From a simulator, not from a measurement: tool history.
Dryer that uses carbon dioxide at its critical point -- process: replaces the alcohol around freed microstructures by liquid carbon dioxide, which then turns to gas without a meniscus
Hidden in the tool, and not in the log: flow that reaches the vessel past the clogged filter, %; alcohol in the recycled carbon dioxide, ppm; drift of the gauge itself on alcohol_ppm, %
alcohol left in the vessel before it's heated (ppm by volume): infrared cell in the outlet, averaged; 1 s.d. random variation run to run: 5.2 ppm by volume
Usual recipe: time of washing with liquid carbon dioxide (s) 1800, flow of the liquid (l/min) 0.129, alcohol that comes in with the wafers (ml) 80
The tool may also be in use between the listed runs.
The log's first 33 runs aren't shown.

run	hour	time of washing with liquid carbon dioxide (s)	flow of the liquid (l/min)	alcohol that comes in with the wafers (ml)	hours of work since the filter was changed	hours of work since the purifier's bed was changed	alcohol left in the vessel before it's heated (ppm by volume)
34	1301.5	1620	0.085	35	138	143	1059
35	1349.2	1920	0.108	100	167	172	423
36	1400.6	2160	0.137	100	199	204	107
37	1428.5	2160	0.137	100	216	221	100
38	1474.6	1980	0.08	36	244	249	747
39	1511.1	1980	0.08	36	266	271	787
40	1540.1	1980	0.08	36	284	289	807
41	1581.6	1680	0.129	32	310	315	239
# hour 1593.8: inlet filter changed
42	1618	1680	0.098	35	15	336	429
43	1671.3	2280	0.19	22	47	369	140
44	1703.8	1200	0.192	28	67	389	171
45	1741.5	1200	0.192	28	90	412	181
46	1782.9	1200	0.192	28	116	437	197
47	1812.2	1560	0.139	51	134	455	281

Predict each of these 3 candidate next runs independently; none follows another, all start after run 47:
A	1841.5	2580	0.193	70	151	473	?
B	1841.5	1140	0.139	51	151	473	?
C	1841.5	2220	0.107	91	151	473	?

run	alcohol left in the vessel before it's heated (ppm by volume)
A	152
B	952
C	276
Had the tool no hidden state, the same runs would have come out as:
run	alcohol left in the vessel before it's heated (ppm by volume)
A	0
B	593
C	78
